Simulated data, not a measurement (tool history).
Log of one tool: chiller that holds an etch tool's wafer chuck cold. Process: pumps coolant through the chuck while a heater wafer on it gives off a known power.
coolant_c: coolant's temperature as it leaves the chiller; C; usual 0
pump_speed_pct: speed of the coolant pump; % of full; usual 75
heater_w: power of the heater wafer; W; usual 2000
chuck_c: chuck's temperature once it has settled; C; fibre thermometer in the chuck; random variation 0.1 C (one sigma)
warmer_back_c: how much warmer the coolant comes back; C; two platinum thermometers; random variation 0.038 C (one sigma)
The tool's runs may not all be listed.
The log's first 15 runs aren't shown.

| run | hour | coolant_c | pump_speed_pct | heater_w | chuck_c | warmer_back_c |
|---|---|---|---|---|---|---|
| 16 | 1334.8 | 0 | 75 | 1627 | 14.5 | 6.48 |
| 17 | 1409.9 | 0 | 75 | 1627 | 14.5 | 6.42 |
| 18 | 1521.7 | 1 | 75 | 1327 | 13.0 | 5.30 |
| 19 | 1592.0 | 0 | 88 | 2627 | 20.9 | 8.89 |
| 20 | 1706.3 | 2 | 86 | 2715 | 24.3 | 9.41 |
| 21 | 1798.7 | 10 | 67 | 1980 | 29.5 | 8.87 |
|  | 1809.2 | chiller's thermometer calibrated |
| 22 | 1915.4 | 4 | 86 | 2210 | 22.2 | 7.66 |
| 23 | 1980.3 | 7 | 66 | 2210 | 29.1 | 10.13 |
|  | 2064.1 | chiller's thermometer calibrated, once more |
| 24 | 2096.8 | -5 | 90 | 2000 | 10.6 | 6.63 |
| 25 | 2164.0 | 0 | 97 | 2000 | 15.0 | 6.14 |
| 26 | 2231.9 | 0 | 97 | 2000 | 15.0 | 6.11 |
| 27 | 2321.1 | 5 | 72 | 1184 | 16.0 | 4.89 |
| 28 | 2370.6 | 0 | 95 | 2000 | 15.3 | 6.28 |
| 29 | 2441.7 | 0 | 67 | 2541 | 25.4 | 11.46 |
| 30 | 2536.1 | 0 | 67 | 2541 | 25.3 | 11.47 |
| 31 | 2610.4 | 0 | 75 | 1916 | 17.7 | 7.71 |
| 32 | 2657.6 | 0 | 75 | 1252 | 11.5 | 4.97 |
| 33 | 2762.3 | -3 | 75 | 2000 | 15.7 | 8.08 |

Forecast each of these 3 alternatives for the next run:
| A | 2850.4 | 2 | 84 | 1118 | ? | ? |
| B | 2850.4 | -5 | 75 | 2003 | ? | ? |
| C | 2850.4 | -3 | 83 | 2000 | ? | ? |

| run | chuck_c | warmer_back_c |
|---|---|---|
| A | 11.6 | 3.94 |
| B | 13.4 | 8.11 |
| C | 14.3 | 7.30 |
Without the tool's hidden state the same runs would have given:
| run | chuck_c | warmer_back_c |
|---|---|---|
| A | 10.2 | 3.73 |
| B | 10.8 | 7.68 |
| C | 11.8 | 6.91 |
